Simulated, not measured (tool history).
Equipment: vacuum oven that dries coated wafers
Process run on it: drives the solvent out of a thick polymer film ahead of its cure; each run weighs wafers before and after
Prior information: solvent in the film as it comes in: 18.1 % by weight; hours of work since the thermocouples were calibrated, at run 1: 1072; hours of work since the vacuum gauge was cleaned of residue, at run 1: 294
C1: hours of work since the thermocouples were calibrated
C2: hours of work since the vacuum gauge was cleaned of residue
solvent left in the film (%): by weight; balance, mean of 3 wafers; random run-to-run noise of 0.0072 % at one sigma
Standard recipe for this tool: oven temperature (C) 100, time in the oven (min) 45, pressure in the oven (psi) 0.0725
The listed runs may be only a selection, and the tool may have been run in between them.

run 1 hour=0.0 | oven_temperature_(C)=100 time_in_the_oven_(min)=45 pressure_in_the_oven_(psi)=0.0725 | C1=1072 C2=294 | solvent_left_in_the_film_(%)=0.800
run 2 hour=10.3 | oven_temperature_(C)=100 time_in_the_oven_(min)=45 pressure_in_the_oven_(psi)=0.0519 | C1=1077 C2=299 | solvent_left_in_the_film_(%)=0.746
run 3 hour=32.2 | oven_temperature_(C)=100 time_in_the_oven_(min)=45 pressure_in_the_oven_(psi)=0.0725 | C1=1088 C2=310 | solvent_left_in_the_film_(%)=0.800
run 4 hour=55.4 | oven_temperature_(C)=100 time_in_the_oven_(min)=45 pressure_in_the_oven_(psi)=0.0725 | C1=1100 C2=321 | solvent_left_in_the_film_(%)=0.796
run 5 hour=75.4 | oven_temperature_(C)=100 time_in_the_oven_(min)=45 pressure_in_the_oven_(psi)=0.0725 | C1=1110 C2=332 | solvent_left_in_the_film_(%)=0.806
run 6 hour=87.7 | oven_temperature_(C)=100 time_in_the_oven_(min)=45 pressure_in_the_oven_(psi)=0.0725 | C1=1116 C2=338 | solvent_left_in_the_film_(%)=0.798
run 7 hour=108.4 | oven_temperature_(C)=100 time_in_the_oven_(min)=69 pressure_in_the_oven_(psi)=0.1024 | C1=1127 C2=348 | solvent_left_in_the_film_(%)=0.450
run 8 hour=132.3 | oven_temperature_(C)=88 time_in_the_oven_(min)=45 pressure_in_the_oven_(psi)=0.0725 | C1=1139 C2=360 | solvent_left_in_the_film_(%)=3.468
run 9 hour=142.3 | oven_temperature_(C)=88 time_in_the_oven_(min)=45 pressure_in_the_oven_(psi)=0.0725 | C1=1144 C2=365 | solvent_left_in_the_film_(%)=3.457
run 10 hour=152.3 | oven_temperature_(C)=88 time_in_the_oven_(min)=45 pressure_in_the_oven_(psi)=0.0725 | C1=1149 C2=370 | solvent_left_in_the_film_(%)=3.483
run 11 hour=162.0 | oven_temperature_(C)=88 time_in_the_oven_(min)=45 pressure_in_the_oven_(psi)=0.0725 | C1=1154 C2=375 | solvent_left_in_the_film_(%)=3.472

Forecast each of these 4 alternatives for the next run:
run A hour=173.2 | oven_temperature_(C)=99 time_in_the_oven_(min)=45 pressure_in_the_oven_(psi)=0.0782 | C1=1160 C2=381 | solvent_left_in_the_film_(%)=?
run B hour=173.2 | oven_temperature_(C)=103 time_in_the_oven_(min)=58 pressure_in_the_oven_(psi)=0.0621 | C1=1160 C2=381 | solvent_left_in_the_film_(%)=?
run C hour=173.2 | oven_temperature_(C)=101 time_in_the_oven_(min)=44 pressure_in_the_oven_(psi)=0.1520 | C1=1160 C2=381 | solvent_left_in_the_film_(%)=?
run D hour=173.2 | oven_temperature_(C)=100 time_in_the_oven_(min)=36 pressure_in_the_oven_(psi)=0.0698 | C1=1160 C2=381 | solvent_left_in_the_film_(%)=?

run=A solvent_left_in_the_film_(%)=0.933
run=B solvent_left_in_the_film_(%)=0.296
run=C solvent_left_in_the_film_(%)=0.940
run=D solvent_left_in_the_film_(%)=1.274
Without the tool's hidden state the same runs would have given:
run=A solvent_left_in_the_film_(%)=1.239
run=B solvent_left_in_the_film_(%)=0.342
run=C solvent_left_in_the_film_(%)=1.195
run=D solvent_left_in_the_film_(%)=1.686
